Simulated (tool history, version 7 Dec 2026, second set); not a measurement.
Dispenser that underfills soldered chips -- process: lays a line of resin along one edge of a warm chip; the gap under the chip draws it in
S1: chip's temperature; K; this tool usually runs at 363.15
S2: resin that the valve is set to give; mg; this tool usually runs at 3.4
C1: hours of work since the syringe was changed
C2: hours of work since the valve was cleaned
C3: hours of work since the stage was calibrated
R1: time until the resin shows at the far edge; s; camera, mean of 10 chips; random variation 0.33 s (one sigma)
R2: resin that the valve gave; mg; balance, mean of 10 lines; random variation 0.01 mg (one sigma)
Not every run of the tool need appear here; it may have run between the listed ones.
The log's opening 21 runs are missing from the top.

run   hour      S1    S2  C1  C2  C3    R1    R2
 22   68.5  363.15  4.35   4  24  43  20.5  4.27
 23     71  377.15  4.15   5  26  45  14.9  4.06
      74.5  -- new syringe of resin
 24   74.8  356.15  3.39   0  28  47  18.9  3.32
 25   79.6  356.15  3.39   3  31  50  25.1  3.29
 26   81.6  356.15  3.39   5  33  52  28.3  3.28
 27   85.5  353.15  3.19   7  35  54    39  3.08
      86.2  -- new syringe of resin
 28   88.8  353.15  3.19   2  37  56  23.7  3.08
 29   91.9  352.15  3.78   4  39  58  29.8  3.66
 30   95.4  352.15  3.78   6  41  60  36.5  3.64
      97.8  -- new syringe of resin
 31   98.2  359.15  3.28   0  43  62  17.1  3.15
 32  101.3  362.15  3.83   2  45  64  19.2   3.7
 33  103.4  359.15  3.08   4  46  65  24.8  2.97
 34  107.7  366.15  3.81   6  49  68  23.8  3.66
     109.7  -- new syringe of resin
 35  111.8  366.15  3.81   1  51  70  15.2  3.64

What if the next run were any one of these 3? Each begins from the tool's condition after run 35:
  A  114.3  368.15  3.55   3  53  72   ?   ?
  B  114.3  353.15  3.77   3  53  72   ?   ?
  C  114.3  356.15  3.93   3  53  72   ?   ?

run    R1    R2
  A  16.4  3.38
  B  27.4   3.6
  C  24.4  3.75
Without the tool's unlogged condition, the same runs would have read:
run    R1    R2
  A  12.2  3.53
  B  20.5  3.77
  C  18.2  3.92
